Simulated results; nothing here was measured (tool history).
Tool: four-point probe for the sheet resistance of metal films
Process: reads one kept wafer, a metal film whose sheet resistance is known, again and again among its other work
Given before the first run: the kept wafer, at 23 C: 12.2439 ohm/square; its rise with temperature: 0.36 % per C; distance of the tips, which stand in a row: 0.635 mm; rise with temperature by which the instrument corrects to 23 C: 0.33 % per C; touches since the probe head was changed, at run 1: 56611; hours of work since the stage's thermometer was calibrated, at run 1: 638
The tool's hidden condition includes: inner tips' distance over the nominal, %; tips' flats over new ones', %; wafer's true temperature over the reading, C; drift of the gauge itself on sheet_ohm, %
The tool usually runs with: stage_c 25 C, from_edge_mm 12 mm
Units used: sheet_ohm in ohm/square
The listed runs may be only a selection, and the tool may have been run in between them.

run	day	stage_c	from_edge_mm	touches since the probe head was changed	hours of work since the stage's thermometer was calibrated	sheet_ohm
1	0	25	12	56611	638	12.27046
2	0.654	25	12	57173	646	12.275699
3	1.558	25	12	57952	657	12.263497
4	2.283	25	12	58574	665	12.269256
5	3.096	25	12	59271	675	12.272281
6	3.988	25	12	60039	685	12.272061
7	4.946	25	4	60862	697	12.414701
8	5.629	25	12	61451	705	12.273407
9	6.762	25	12	62424	718	12.273292
10	7.8	25	12	63315	730	12.263436
11	8.725	25	12	64111	741	12.268214
12	9.788	25	12	65025	754	12.273467
13	10.767	29	14	65865	765	12.279718
14	11.712	20	12	66679	777	12.254799

What will run 15 give?
15	13.054	34	67	67833	792	?

{"run 15": {"sheet_ohm": 12.283487}}
If the tool had no hidden condition, the same run with the same run-to-run variation would have returned sheet_ohm 12.284051 ohm/square.
